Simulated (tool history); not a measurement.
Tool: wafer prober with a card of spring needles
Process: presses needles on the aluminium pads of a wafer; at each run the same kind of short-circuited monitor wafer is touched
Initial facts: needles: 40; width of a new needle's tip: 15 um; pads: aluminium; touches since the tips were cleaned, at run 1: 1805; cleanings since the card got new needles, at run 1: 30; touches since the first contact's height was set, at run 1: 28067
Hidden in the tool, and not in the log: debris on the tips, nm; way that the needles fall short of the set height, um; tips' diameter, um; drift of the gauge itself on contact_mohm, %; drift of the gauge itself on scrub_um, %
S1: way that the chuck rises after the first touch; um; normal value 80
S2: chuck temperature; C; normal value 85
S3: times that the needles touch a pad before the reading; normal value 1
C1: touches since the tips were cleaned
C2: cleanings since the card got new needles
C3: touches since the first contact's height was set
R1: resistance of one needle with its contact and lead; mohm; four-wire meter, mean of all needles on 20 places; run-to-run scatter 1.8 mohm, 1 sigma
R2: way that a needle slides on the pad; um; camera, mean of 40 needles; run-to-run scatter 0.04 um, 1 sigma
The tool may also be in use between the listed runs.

Run 1, hour 0: usual settings; C1 1805; C2 30; C3 28067. Result: R1 182 mohm, R2 18.23 um.
At hour 20.4: tips cleaned on abrasive film.
At hour 51.3: tips cleaned on abrasive film.
Run 2, hour 59.5: usual settings; C1 1866; C2 32; C3 41554. Result: R1 184 mohm, R2 18.2 um.
At hour 80.8: tips cleaned on abrasive film.
At hour 111.7: tips cleaned on abrasive film.
Run 3, hour 120.2: usual settings; C1 1940; C2 34; C3 55293. Result: R1 180 mohm, R2 18.15 um.
At hour 139.7: tips cleaned on abrasive film.
Run 4, hour 160: usual settings; C1 4627; C2 35; C3 64323. Result: R1 187 mohm, R2 18.09 um.
At hour 169.9: tips cleaned on abrasive film.
At hour 202.5: tips cleaned on abrasive film.
Run 5, hour 219: usual settings; C1 3754; C2 37; C3 77676. Result: R1 184 mohm, R2 18.05 um.
At hour 231.1: tips cleaned on abrasive film.
At hour 260.1: tips cleaned on abrasive film.
Run 6, hour 266.5: usual settings; C1 1452; C2 39; C3 88440. Result: R1 185 mohm, R2 18.04 um.
At hour 289.9: tips cleaned on abrasive film.
Run 7, hour 297: usual settings; C1 1606; C2 40; C3 95334. Result: R1 184 mohm, R2 18.08 um.
At hour 319.9: tips cleaned on abrasive film.
Run 8, hour 329.1: usual settings but S1 88 um; C1 2085; C2 41; C3 102604. Result: R1 184 mohm, R2 19.84 um.
At hour 349.7: tips cleaned on abrasive film.
Run 9, hour 368.2: usual settings but S2 76 C, S3 2; C1 4189; C2 42; C3 111471. Result: R1 181 mohm, R2 18.01 um.
At hour 378.4: tips cleaned on abrasive film.
Run 10, hour 405: usual settings but S1 95 um, S2 28 C; C1 6064; C2 43; C3 119831. Result: R1 170 mohm, R2 21.31 um.
At hour 410.5: tips cleaned on abrasive film.
At hour 438.8: tips cleaned on abrasive film.
Run 11, hour 450.7: usual settings but S1 63 um, S2 59 C, S3 2; C1 2699; C2 45; C3 130158. Result: R1 181 mohm, R2 14.19 um.

Hidden condition of the tool, last listed run before each entry between runs versus first listed run after:
Run 1 -> run 2: tips cleaned on abrasive film (hour 20.4); tips cleaned on abrasive film (hour 51.3)
  debris on the tips, nm: 0.6 -> 0.5; drift of the gauge itself on scrub_um, %: 0 -> -0.16
  difference, measured minus the result without the unlogged condition, R2: +0 -> -0.03 um
Run 2 -> run 3: tips cleaned on abrasive film (hour 80.8); tips cleaned on abrasive film (hour 111.7)
  debris on the tips, nm: 0.5 -> 0.6; drift of the gauge itself on scrub_um, %: -0.16 -> -0.32
  difference, measured minus the result without the unlogged condition, R2: -0.03 -> -0.06 um
Run 3 -> run 4: tips cleaned on abrasive film (hour 139.7)
  debris on the tips, nm: 0.6 -> 0.8; way that the needles fall short of the set height, um: 0 -> 0.01; drift of the gauge itself on scrub_um, %: -0.32 -> -0.43
  difference, measured minus the result without the unlogged condition, R2: -0.06 -> -0.08 um
Run 4 -> run 5: tips cleaned on abrasive film (hour 169.9); tips cleaned on abrasive film (hour 202.5)
  drift of the gauge itself on scrub_um, %: -0.43 -> -0.59
  difference, measured minus the result without the unlogged condition, R2: -0.08 -> -0.11 um
Run 5 -> run 6: tips cleaned on abrasive film (hour 231.1); tips cleaned on abrasive film (hour 260.1)
  debris on the tips, nm: 0.8 -> 0.5; drift of the gauge itself on scrub_um, %: -0.59 -> -0.72
  difference, measured minus the result without the unlogged condition, R2: -0.11 -> -0.13 um
Run 6 -> run 7: tips cleaned on abrasive film (hour 289.9)
  debris on the tips, nm: 0.5 -> 0.6; drift of the gauge itself on scrub_um, %: -0.72 -> -0.8
  difference, measured minus the result without the unlogged condition, R2: -0.13 -> -0.15 um
Run 7 -> run 8: tips cleaned on abrasive film (hour 319.9)
  drift of the gauge itself on scrub_um, %: -0.8 -> -0.89
  difference, measured minus the result without the unlogged condition, R2: -0.15 -> -0.18 um
Run 8 -> run 9: tips cleaned on abrasive film (hour 349.7)
  debris on the tips, nm: 0.6 -> 0.8; drift of the gauge itself on scrub_um, %: -0.89 -> -0.99
  difference, measured minus the result without the unlogged condition, R2: -0.18 -> -0.18 um
Run 9 -> run 10: tips cleaned on abrasive film (hour 378.4)
  debris on the tips, nm: 0.8 -> 0.9; drift of the gauge itself on scrub_um, %: -0.99 -> -1.09
  difference, measured minus the result without the unlogged condition, R2: -0.18 -> -0.24 um
Run 10 -> run 11: tips cleaned on abrasive film (hour 410.5); tips cleaned on abrasive film (hour 438.8)
  debris on the tips, nm: 0.9 -> 0.7; drift of the gauge itself on scrub_um, %: -1.09 -> -1.22
  difference, measured minus the result without the unlogged condition, R2: -0.24 -> -0.18 um
